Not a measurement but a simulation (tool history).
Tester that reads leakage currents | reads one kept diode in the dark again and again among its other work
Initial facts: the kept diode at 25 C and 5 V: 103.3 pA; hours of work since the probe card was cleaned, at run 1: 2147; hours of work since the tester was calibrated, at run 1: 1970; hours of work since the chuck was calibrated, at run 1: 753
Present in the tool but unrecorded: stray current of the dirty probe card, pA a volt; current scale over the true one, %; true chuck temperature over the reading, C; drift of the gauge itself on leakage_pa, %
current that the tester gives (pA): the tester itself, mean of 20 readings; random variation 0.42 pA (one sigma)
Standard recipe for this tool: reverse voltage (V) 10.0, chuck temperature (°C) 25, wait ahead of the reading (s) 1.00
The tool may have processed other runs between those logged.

run,hour,reverse voltage (V),chuck temperature (°C),wait ahead of the reading (s),hours of work since the probe card was cleaned,hours of work since the tester was calibrated,hours of work since the chuck was calibrated,current that the tester gives (pA)
1,0.0,10.0,25,1.00,2147,1970,753,138.61
2,83.7,10.0,25,1.00,2211,2034,816,138.90
# hour 137.5: chuck's temperature calibrated
3,163.3,10.0,25,1.00,2270,2093,20,137.90
4,246.0,10.0,25,1.00,2333,2156,83,138.45
5,323.5,10.0,25,0.98,2392,2215,142,138.46
6,363.8,10.0,23,0.98,2423,2246,172,120.51
7,449.6,10.0,23,0.98,2488,2311,238,120.31
8,504.5,10.0,25,1.00,2530,2353,280,138.64
9,583.9,17.0,25,1.00,2590,2413,340,172.04
10,643.3,17.0,25,1.00,2636,2459,386,172.69
11,695.4,17.0,42,1.00,2675,2498,425,542.90
12,736.7,17.0,42,1.00,2707,2530,457,548.02
13,779.3,10.0,25,2.99,2739,2562,489,136.50
14,838.9,10.0,25,2.99,2785,2608,535,136.45
15,895.1,8.9,25,1.00,2828,2651,578,132.22
16,963.0,10.0,20,1.00,2879,2702,629,96.22
17,1003.3,10.0,20,1.00,2910,2733,660,96.10
18,1052.1,10.0,25,1.00,2947,2770,697,138.14
19,1109.0,10.0,25,0.31,2991,2814,741,144.10
# hour 1159.6: probe card cleaned and baked
20,1163.0,10.0,25,0.31,3,2853,779,143.74
21,1230.0,1.9,25,1.32,54,2904,830,70.85
# hour 1268.6: chuck's temperature calibrated
22,1291.7,1.9,25,1.32,99,2949,18,70.67
23,1361.9,1.9,39,7.52,153,3003,71,186.54
24,1426.1,1.9,39,7.52,202,3052,120,186.21
25,1505.9,7.0,25,1.00,262,3112,181,119.62
26,1557.2,10.0,29,0.42,302,3152,220,187.23
27,1616.1,10.0,56,0.42,347,3197,265,1057.44
28,1654.0,10.0,29,1.52,375,3225,294,182.76
# hour 1688.3: tester calibrated
29,1693.0,10.0,29,1.52,404,4,322,182.92
30,1752.2,10.2,30,5.39,449,49,367,196.56
31,1828.8,10.0,21,1.31,507,107,426,102.82
32,1885.4,10.0,21,1.31,550,150,469,102.92
33,1947.4,10.0,38,0.59,598,198,516,339.58
34,2005.7,2.0,49,9.61,642,242,560,363.56
35,2077.7,3.3,32,1.26,697,297,615,144.94
36,2132.5,3.3,32,1.26,739,339,657,145.43
37,2197.5,3.3,32,1.26,788,388,707,144.54
38,2241.9,3.3,32,1.26,822,422,740,145.17
39,2282.3,3.3,32,1.26,853,453,771,144.37

Take each entry between the runs: how does the hidden state at the last listed run before it differ from the hidden state at the first listed run after it?
In the gap between runs 2 and 3: chuck's temperature calibrated (hour 137.5)
  true chuck temperature over the reading, C: 0.01 -> 0
  measured less the result without the state, current that the tester gives (pA): +0.23 -> +0.12
In the gap between runs 19 and 20: probe card cleaned and baked (hour 1159.6)
  stray current of the dirty probe card, pA a volt: 0.034 -> 0.02
  measured less the result without the state, current that the tester gives (pA): +0.28 -> +0.14
In the gap between runs 21 and 22: chuck's temperature calibrated (hour 1268.6)
  true chuck temperature over the reading, C: 0.01 -> 0
  measured less the result without the state, current that the tester gives (pA): +0.07 -> +0.00
In the gap between runs 28 and 29: tester calibrated (hour 1688.3)
  current scale over the true one, %: 0.01 -> 0
  measured less the result without the state, current that the tester gives (pA): +0.08 -> +0.07
